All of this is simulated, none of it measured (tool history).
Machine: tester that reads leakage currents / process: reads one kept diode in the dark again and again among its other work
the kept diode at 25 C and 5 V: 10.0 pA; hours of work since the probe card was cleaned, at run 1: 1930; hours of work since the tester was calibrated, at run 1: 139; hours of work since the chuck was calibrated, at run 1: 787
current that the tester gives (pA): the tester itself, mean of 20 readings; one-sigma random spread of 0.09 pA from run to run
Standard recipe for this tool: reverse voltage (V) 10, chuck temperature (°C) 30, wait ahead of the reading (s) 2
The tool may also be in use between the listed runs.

run	hour	reverse voltage (V)	chuck temperature (°C)	wait ahead of the reading (s)	hours of work since the probe card was cleaned	hours of work since the tester was calibrated	hours of work since the chuck was calibrated	current that the tester gives (pA)
1	0	10	30	2	1930	139	787	41.29
2	34.8	10	30	2	1946	155	803	41.39
3	67	10	30	2	1961	170	818	41.8
4	112.8	10	30	2	1982	191	839	41.92
5	171.9	10	30	0.69	2009	218	866	43.11
6	215.1	15	30	2	2029	238	886	57.26
7	252.6	15	30	2	2046	255	903	57.16
8	293.9	15	30	1.99	2065	274	922	57.63
9	350.5	15	30	1.99	2091	300	948	57.79
10	408.8	10	27	2	2117	326	974	36.7
11	455.3	10	30	2	2139	348	996	43.21
12	499.8	10	30	2	2159	368	1016	43.28
13	545.6	10	30	2	2180	389	1037	43.32
14	580.8	10	29	2	2196	405	1053	41.35
15	627.1	10	30	2.68	2217	426	1074	43.64
16	652.2	10	30	2.68	2229	438	1086	43.6
17	695.2	8.8	33	0.69	2248	458	1105	48.25
# hour 701.3: tester calibrated
18	746.9	9.8	22	1.57	2271	21	1128	30.37
19	808.6	3.5	41	1.57	2299	49	1156	42.88
20	858.5	3.5	41	1.57	2322	72	1179	42.86
21	893.8	3.5	41	1.57	2338	88	1195	42.97
# hour 922.3: tester calibrated, once more
22	931.7	6.3	30	1.1	2355	4	1212	32.01
23	962.3	6.3	30	1.1	2369	18	1226	31.96
24	1001.1	6.3	30	1.1	2387	36	1244	32.19
25	1042.2	6.3	30	1.1	2405	55	1262	32.4
26	1081.3	10	30	0.47	2423	73	1280	47.64
27	1142.6	10	30	0.47	2451	101	1308	47.92
28	1203.9	7	30	5.6	2479	129	1336	35.06
29	1257	19.2	33	1.24	2504	153	1361	88.95

5 options for the next run, each taken on its own from the tool as it stands now. Forecast them:
A	1317.2	12.2	50	1.84	2531	181	1388	?
B	1317.2	19.1	25	9.6	2531	181	1388	?
C	1317.2	19.2	34	5.64	2531	181	1388	?
D	1317.2	5.6	60	1.54	2531	181	1388	?
E	1317.2	10	30	0.42	2531	181	1388	?

run	current that the tester gives (pA)
A	183.1
B	62.25
C	93.1
D	229.06
E	48.59
Without the tool's hidden state the same runs would have given:
run	current that the tester gives (pA)
A	148.2
B	22.62
C	50.96
D	203.93
E	26.9
